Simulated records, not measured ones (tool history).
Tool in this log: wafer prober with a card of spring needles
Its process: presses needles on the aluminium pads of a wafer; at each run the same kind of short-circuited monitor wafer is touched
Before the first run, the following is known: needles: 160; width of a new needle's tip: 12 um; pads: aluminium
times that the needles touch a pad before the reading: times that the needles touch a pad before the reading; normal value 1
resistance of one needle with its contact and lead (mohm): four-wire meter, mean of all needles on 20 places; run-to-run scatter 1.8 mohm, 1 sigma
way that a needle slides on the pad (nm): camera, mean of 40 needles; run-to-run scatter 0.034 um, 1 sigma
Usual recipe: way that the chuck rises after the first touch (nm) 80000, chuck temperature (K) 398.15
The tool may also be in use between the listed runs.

| run | hour | way that the chuck rises after the first touch (nm) | chuck temperature (K) | times that the needles touch a pad before the reading | resistance of one needle with its contact and lead (mohm) | way that a needle slides on the pad (nm) |
|---|---|---|---|---|---|---|
| 1 | 0.0 | 80000 | 398.15 | 1 | 191 | 17450 |
| 2 | 7.1 | 80000 | 398.15 | 1 | 195 | 17560 |
| 3 | 17.7 | 80000 | 398.15 | 1 | 192 | 17490 |
| 4 | 33.9 | 80000 | 398.15 | 1 | 191 | 17510 |
|  | 43.0 | tips cleaned on abrasive film |
| 5 | 44.0 | 80000 | 398.15 | 1 | 191 | 17540 |
| 6 | 55.4 | 80000 | 398.15 | 1 | 194 | 17520 |
| 7 | 64.4 | 80000 | 398.15 | 1 | 194 | 17550 |
| 8 | 78.2 | 80000 | 398.15 | 1 | 193 | 17540 |
|  | 86.0 | tips cleaned on abrasive film |
| 9 | 94.8 | 72000 | 359.15 | 1 | 182 | 15840 |
| 10 | 110.8 | 72000 | 304.15 | 1 | 177 | 15830 |
| 11 | 122.4 | 80000 | 336.15 | 2 | 175 | 17630 |
|  | 128.9 | tips cleaned on abrasive film |
| 12 | 134.0 | 82000 | 353.15 | 1 | 183 | 18050 |
| 13 | 142.6 | 82000 | 353.15 | 1 | 182 | 18140 |
| 14 | 152.4 | 86000 | 364.15 | 2 | 184 | 19020 |

Here are 5 independent what-if runs from the current tool condition. What would each one return?
| A | 167.0 | 81000 | 364.15 | 1 | ? | ? |
| B | 167.0 | 95000 | 306.15 | 2 | ? | ? |
| C | 167.0 | 80000 | 398.15 | 2 | ? | ? |
| D | 167.0 | 90000 | 364.15 | 2 | ? | ? |
| E | 167.0 | 61000 | 384.15 | 1 | ? | ? |

| run | resistance of one needle with its contact and lead (mohm) | way that a needle slides on the pad (nm) |
|---|---|---|
| A | 186 | 17920 |
| B | 175 | 21010 |
| C | 191 | 17750 |
| D | 182 | 19900 |
| E | 186 | 13550 |
What these runs would have given with no unlogged condition in the tool:
| run | resistance of one needle with its contact and lead (mohm) | way that a needle slides on the pad (nm) |
|---|---|---|
| A | 185 | 17690 |
| B | 174 | 20740 |
| C | 190 | 17520 |
| D | 181 | 19650 |
| E | 185 | 13380 |
